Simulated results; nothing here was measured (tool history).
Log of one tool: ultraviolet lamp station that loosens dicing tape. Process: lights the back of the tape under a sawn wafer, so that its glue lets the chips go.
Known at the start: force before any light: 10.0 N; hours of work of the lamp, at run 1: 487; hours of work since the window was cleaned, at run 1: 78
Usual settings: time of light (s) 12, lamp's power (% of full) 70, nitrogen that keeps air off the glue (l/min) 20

run	hour	time of light (s)	lamp's power (% of full)	nitrogen that keeps air off the glue (l/min)	hours of work of the lamp	hours of work since the window was cleaned	force that peels the tape off (N)	light that reached the tape (J/m2)
1	0.0	12	70	20	487	78	1.247	3610
2	17.1	12	72	20	498	90	1.190	3650
3	29.1	12	70	20	506	98	1.246	3520
4	43.3	9	70	20	516	108	2.079	2660
5	62.2	9	70	20	528	120	2.110	2640
6	81.7	14	70	20	541	133	0.971	4080
7	97.4	14	70	20	552	144	0.982	4030
8	111.9	9	70	20	562	154	2.163	2560
9	133.0	9	70	20	576	168	2.203	2570
10	156.0	12	70	20	591	183	1.413	3380
11	170.1	12	70	26	601	193	1.298	3400
# hour 172.8: window cleaned of glue's vapour
12	186.6	12	70	26	611	9	1.389	3230
13	206.0	8	63	30	624	22	2.790	1940
14	217.9	7	60	12	632	30	4.166	1580
15	232.3	7	60	12	642	40	4.159	1590
16	244.4	10	87	23	650	48	1.393	3340
17	253.9	20	68	20	657	54	0.614	5090
18	266.6	9	70	7	665	63	3.394	2370
19	282.6	13	70	6	676	74	2.314	3380
20	299.4	19	60	9	687	85	1.362	4260
# hour 312.8: window cleaned of glue's vapour, once more
21	323.0	19	60	9	703	7	1.118	4720
22	336.6	12	70	8	712	16	1.986	3480

Forecast each of these 5 alternatives for the next run:
A	355.9	13	75	8	725	29	?	?
B	355.9	7	74	25	725	29	?	?
C	355.9	10	63	39	725	29	?	?
D	355.9	12	77	8	725	29	?	?
E	355.9	12	70	17	725	29	?	?

run	force that peels the tape off (N)	light that reached the tape (J/m2)
A	1.597	4020
B	2.687	2150
C	1.760	2580
D	1.730	3740
E	1.429	3430
Without the tool's hidden state the same runs would have given:
run	force that peels the tape off (N)	light that reached the tape (J/m2)
A	1.159	4800
B	2.098	2560
C	1.292	3080
D	1.268	4470
E	1.024	4090

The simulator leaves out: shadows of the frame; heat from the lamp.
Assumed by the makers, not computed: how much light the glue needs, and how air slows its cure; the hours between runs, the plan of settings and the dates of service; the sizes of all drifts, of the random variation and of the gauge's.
